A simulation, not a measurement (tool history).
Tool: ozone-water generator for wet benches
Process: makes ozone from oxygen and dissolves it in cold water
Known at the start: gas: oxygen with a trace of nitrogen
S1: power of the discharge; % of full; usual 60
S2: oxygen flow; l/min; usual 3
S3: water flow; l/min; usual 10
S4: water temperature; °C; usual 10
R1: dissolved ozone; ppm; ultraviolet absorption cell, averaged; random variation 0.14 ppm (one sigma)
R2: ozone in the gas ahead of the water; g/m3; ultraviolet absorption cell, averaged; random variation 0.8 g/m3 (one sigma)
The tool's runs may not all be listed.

run    hour  S1    S2  S3  S4    R1     R2
  1       0  60     3  10  10  17.9  154.5
  2    54.7  60     3  10  10  17.5  156.4
  3    95.6  60     3  13  10  13.7  155.4
  4   158.7  60     3  10  10  17.7    156
  5   203.6  80     3  10  10  21.5  188.4
  6   290.6  80     3  10  10  21.3  189.3
  7     371  60     3  10  10  17.7    155
  8   413.2  60     3  10  10  17.5    156
  9   487.1  60     3  10  10  17.9  156.3
 10     546  60     3  10  10  17.5  153.8
 11   601.5  68     3  10  10  18.9    170
 12     657  60  1.58  10  10  16.8  228.1
 13     732  60  2.42   7   6  25.3  176.3
 14   818.3  46     3  10  10  14.5    129
 15   875.8  46     3  10  10  14.5    128
 16   965.5  40     3  10  10  13.2  116.6
 17  1047.5  40     3  14   6   9.8    117
 18  1091.9  94     3   7  17  28.7  209.1
 19  1146.2  44  3.12   9  12    15  122.3
 20  1223.6  60  1.61   7   6  25.1  225.7
 21  1290.8  40     3  10  10  13.1  116.6

Some steps in R1 between neighbouring runs. How much of each would the tool show without its hidden state too (settings, what came in, random variation), and how much is left for the hidden state, with any gauge scatter that isn't in both results?
The hidden state here: yield of the discharge, % of new electrodes'; contactor's efficiency, % of a clean one's; true water temperature over the reading, C; drift of the gauge itself on ozone_ppm, %; drift of the gauge itself on gas_g_m3, %.
Run 17 -> 18: S1 40 -> 94, S3 14 -> 7, S4 6 -> 17. R1 +18.9 ppm: hidden state -2.4, all else +21.3.
Run 18 -> 19: S1 94 -> 44, S2 3 -> 3.12, S3 7 -> 9, S4 17 -> 12. R1 -13.7 ppm: hidden state +1.9, all else -15.6.
